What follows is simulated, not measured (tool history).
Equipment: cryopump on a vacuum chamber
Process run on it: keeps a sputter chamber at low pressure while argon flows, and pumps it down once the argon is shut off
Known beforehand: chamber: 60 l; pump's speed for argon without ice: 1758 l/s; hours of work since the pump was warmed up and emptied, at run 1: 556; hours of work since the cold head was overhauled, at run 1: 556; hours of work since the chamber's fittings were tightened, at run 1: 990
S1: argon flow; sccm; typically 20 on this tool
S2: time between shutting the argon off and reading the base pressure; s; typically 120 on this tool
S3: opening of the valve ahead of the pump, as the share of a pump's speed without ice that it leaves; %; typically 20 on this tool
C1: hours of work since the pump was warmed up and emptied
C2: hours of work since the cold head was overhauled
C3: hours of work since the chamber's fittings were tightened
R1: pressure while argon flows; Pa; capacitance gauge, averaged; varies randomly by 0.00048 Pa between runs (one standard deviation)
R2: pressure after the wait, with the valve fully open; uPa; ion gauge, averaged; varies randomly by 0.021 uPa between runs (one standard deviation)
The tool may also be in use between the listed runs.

| run | hour | S1 | S2 | S3 | C1 | C2 | C3 | R1 | R2 |
|---|---|---|---|---|---|---|---|---|---|
| 1 | 0.0 | 20 | 120 | 20 | 556 | 556 | 990 | 0.0977 | 1.65 |
| 2 | 9.7 | 20 | 120 | 58 | 564 | 564 | 998 | 0.0349 | 1.69 |
|  | 17.9 | leaking fittings of the chamber tightened, without venting |
| 3 | 23.9 | 20 | 120 | 58 | 574 | 574 | 5 | 0.0347 | 0.56 |
| 4 | 37.0 | 20 | 120 | 58 | 585 | 585 | 16 | 0.0346 | 0.58 |
| 5 | 48.5 | 20 | 120 | 39 | 594 | 594 | 25 | 0.0509 | 0.55 |
| 6 | 65.3 | 20 | 120 | 20 | 608 | 608 | 39 | 0.0976 | 0.59 |
| 7 | 78.7 | 32 | 120 | 20 | 619 | 619 | 50 | 0.1562 | 0.61 |
| 8 | 87.8 | 20 | 120 | 17 | 626 | 626 | 57 | 0.1159 | 0.59 |
| 9 | 97.3 | 20 | 23 | 17 | 634 | 634 | 65 | 0.1153 | 2.02 |
| 10 | 106.7 | 20 | 23 | 17 | 642 | 642 | 73 | 0.1150 | 1.98 |
| 11 | 119.3 | 20 | 23 | 17 | 652 | 652 | 83 | 0.1152 | 1.97 |
| 12 | 136.2 | 20 | 23 | 17 | 666 | 666 | 97 | 0.1152 | 2.02 |
| 13 | 146.5 | 20 | 23 | 17 | 674 | 674 | 105 | 0.1143 | 2.05 |
| 14 | 161.8 | 20 | 23 | 17 | 687 | 687 | 118 | 0.1151 | 2.12 |
| 15 | 178.4 | 20 | 23 | 17 | 701 | 701 | 132 | 0.1149 | 2.06 |
| 16 | 192.8 | 20 | 23 | 35 | 712 | 712 | 143 | 0.0564 | 2.06 |
| 17 | 209.5 | 20 | 29 | 20 | 726 | 726 | 157 | 0.0974 | 1.80 |
| 18 | 226.5 | 9 | 97 | 21 | 740 | 740 | 171 | 0.0415 | 0.82 |
| 19 | 235.9 | 30 | 25 | 20 | 748 | 748 | 179 | 0.1481 | 2.03 |
| 20 | 249.5 | 20 | 120 | 28 | 759 | 759 | 190 | 0.0715 | 0.79 |
| 21 | 257.1 | 37 | 109 | 36 | 765 | 765 | 196 | 0.1026 | 0.83 |
| 22 | 270.7 | 20 | 72 | 42 | 776 | 776 | 207 | 0.0479 | 1.03 |
| 23 | 279.2 | 20 | 72 | 42 | 783 | 783 | 214 | 0.0480 | 1.06 |
| 24 | 294.6 | 19 | 120 | 41 | 796 | 796 | 227 | 0.0467 | 0.79 |
| 25 | 303.5 | 20 | 111 | 20 | 803 | 803 | 234 | 0.0986 | 0.88 |
| 26 | 318.8 | 23 | 172 | 45 | 816 | 816 | 247 | 0.0526 | 0.79 |
| 27 | 329.3 | 11 | 58 | 21 | 824 | 824 | 255 | 0.0518 | 1.21 |
| 28 | 338.2 | 11 | 58 | 21 | 831 | 831 | 262 | 0.0511 | 1.24 |
| 29 | 355.3 | 11 | 58 | 21 | 845 | 845 | 276 | 0.0517 | 1.21 |
| 30 | 368.6 | 15 | 90 | 35 | 856 | 856 | 287 | 0.0430 | 1.03 |
| 31 | 380.7 | 15 | 90 | 35 | 866 | 866 | 297 | 0.0437 | 1.05 |
| 32 | 388.4 | 10 | 255 | 16 | 873 | 873 | 304 | 0.0614 | 0.77 |
| 33 | 398.5 | 10 | 85 | 28 | 881 | 881 | 312 | 0.0359 | 1.09 |
| 34 | 406.5 | 10 | 85 | 28 | 887 | 887 | 318 | 0.0359 | 1.07 |

What differs in the tool's unlogged condition from the final listed run ahead of each entry between runs to the first listed run following it?
In the gap between runs 2 and 3: leaking fittings of the chamber tightened, without venting (hour 17.9)
  pump's speed, % of a pump's without ice: 92.6 -> 92.5; leak into the chamber, uPa l/s: 2177 -> 354
  the result without the hidden state subtracted from the measured one, R1: +0.0017 -> +0.0017 Pa; R2: +1.17 -> +0.05 uPa

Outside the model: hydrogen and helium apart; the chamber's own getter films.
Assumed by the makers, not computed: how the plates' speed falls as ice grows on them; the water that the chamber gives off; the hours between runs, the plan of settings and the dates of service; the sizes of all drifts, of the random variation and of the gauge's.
